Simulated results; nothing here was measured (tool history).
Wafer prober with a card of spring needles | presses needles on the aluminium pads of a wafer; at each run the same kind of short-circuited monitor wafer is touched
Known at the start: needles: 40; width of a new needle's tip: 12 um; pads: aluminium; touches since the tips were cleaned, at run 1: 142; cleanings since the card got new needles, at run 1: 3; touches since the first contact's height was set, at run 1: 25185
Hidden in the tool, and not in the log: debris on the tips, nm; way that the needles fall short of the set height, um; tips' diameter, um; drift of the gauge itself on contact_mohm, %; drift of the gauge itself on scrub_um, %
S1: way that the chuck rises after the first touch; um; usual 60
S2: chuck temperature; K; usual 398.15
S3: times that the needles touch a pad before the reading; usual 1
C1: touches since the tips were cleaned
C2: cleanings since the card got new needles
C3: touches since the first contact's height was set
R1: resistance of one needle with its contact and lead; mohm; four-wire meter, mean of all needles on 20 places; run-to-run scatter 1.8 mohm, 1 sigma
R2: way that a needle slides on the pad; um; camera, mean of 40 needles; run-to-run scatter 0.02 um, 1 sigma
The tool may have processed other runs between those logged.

{"run": 1, "hour": 0.0, "S1": 60, "S2": 398.15, "S3": 1, "C1": 142, "C2": 3, "C3": 25185, "R1": 200, "R2": 11.52}
{"hour": 13.7, "done": "tips cleaned on abrasive film"}
{"run": 2, "hour": 13.7, "S1": 60, "S2": 398.15, "S3": 1, "C1": 0, "C2": 4, "C3": 33027, "R1": 189, "R2": 11.53}
{"hour": 27.7, "done": "tips cleaned on abrasive film"}
{"run": 3, "hour": 29.3, "S1": 60, "S2": 398.15, "S3": 2, "C1": 884, "C2": 5, "C3": 41886, "R1": 196, "R2": 11.5}
{"hour": 41.3, "done": "tips cleaned on abrasive film"}
{"run": 4, "hour": 44.9, "S1": 60, "S2": 329.15, "S3": 1, "C1": 2069, "C2": 6, "C3": 50804, "R1": 206, "R2": 11.47}
{"hour": 56.0, "done": "tips cleaned on abrasive film"}
{"run": 5, "hour": 58.4, "S1": 60, "S2": 329.15, "S3": 1, "C1": 1423, "C2": 7, "C3": 58552, "R1": 198, "R2": 11.47}
{"hour": 69.6, "done": "tips cleaned on abrasive film"}
{"run": 6, "hour": 73.4, "S1": 60, "S2": 305.15, "S3": 1, "C1": 2161, "C2": 8, "C3": 67071, "R1": 199, "R2": 11.46}
{"run": 7, "hour": 82.1, "S1": 60, "S2": 398.15, "S3": 2, "C1": 7192, "C2": 8, "C3": 72102, "R1": 220, "R2": 11.46}
{"hour": 83.1, "done": "tips cleaned on abrasive film"}
{"run": 8, "hour": 94.7, "S1": 60, "S2": 398.15, "S3": 2, "C1": 6674, "C2": 9, "C3": 79300, "R1": 219, "R2": 11.42}
{"hour": 97.2, "done": "tips cleaned on abrasive film"}
{"run": 9, "hour": 108.6, "S1": 47, "S2": 398.15, "S3": 1, "C1": 6579, "C2": 10, "C3": 87227, "R1": 262, "R2": 8.94}
{"hour": 111.5, "done": "tips cleaned on abrasive film"}
{"run": 10, "hour": 117.4, "S1": 47, "S2": 398.15, "S3": 1, "C1": 3368, "C2": 11, "C3": 92184, "R1": 243, "R2": 8.89}
{"hour": 119.1, "done": "height of the first contact set anew"}
{"hour": 126.0, "done": "tips cleaned on abrasive film"}
{"run": 11, "hour": 126.2, "S1": 47, "S2": 398.15, "S3": 1, "C1": 131, "C2": 12, "C3": 4052, "R1": 197, "R2": 9.04}
{"run": 12, "hour": 133.6, "S1": 47, "S2": 398.15, "S3": 1, "C1": 4360, "C2": 12, "C3": 8281, "R1": 254, "R2": 9.06}
{"hour": 140.1, "done": "tips cleaned on abrasive film"}
{"run": 13, "hour": 142.4, "S1": 47, "S2": 398.15, "S3": 1, "C1": 1314, "C2": 13, "C3": 13298, "R1": 221, "R2": 9.01}
{"hour": 153.7, "done": "tips cleaned on abrasive film"}
{"run": 14, "hour": 158.5, "S1": 47, "S2": 398.15, "S3": 1, "C1": 2754, "C2": 14, "C3": 22481, "R1": 243, "R2": 9.01}
{"hour": 168.3, "done": "tips cleaned on abrasive film"}
{"run": 15, "hour": 175.6, "S1": 47, "S2": 398.15, "S3": 1, "C1": 4201, "C2": 15, "C3": 32257, "R1": 244, "R2": 8.98}
{"hour": 182.7, "done": "tips cleaned on abrasive film"}
{"run": 16, "hour": 187.9, "S1": 47, "S2": 398.15, "S3": 1, "C1": 2967, "C2": 16, "C3": 39259, "R1": 241, "R2": 9}
{"hour": 196.8, "done": "tips cleaned on abrasive film"}
{"run": 17, "hour": 199.5, "S1": 47, "S2": 398.15, "S3": 1, "C1": 1537, "C2": 17, "C3": 45909, "R1": 227, "R2": 8.99}
{"hour": 210.9, "done": "tips cleaned on abrasive film"}
{"run": 18, "hour": 212.6, "S1": 60, "S2": 339.15, "S3": 1, "C1": 987, "C2": 18, "C3": 53351, "R1": 187, "R2": 11.5}

For run 19, what comes out?
{"hour": 225.0, "done": "tips cleaned on abrasive film"}
{"run": 19, "hour": 230.1, "S1": 65, "S2": 375.15, "S3": 2, "C1": 2962, "C2": 19, "C3": 63399, "R1": "?", "R2": "?"}

R1: 204 mohm
R2: 12.38 um
Without the tool's hidden state the same run would have given R1 186 mohm, R2 12.48 um.
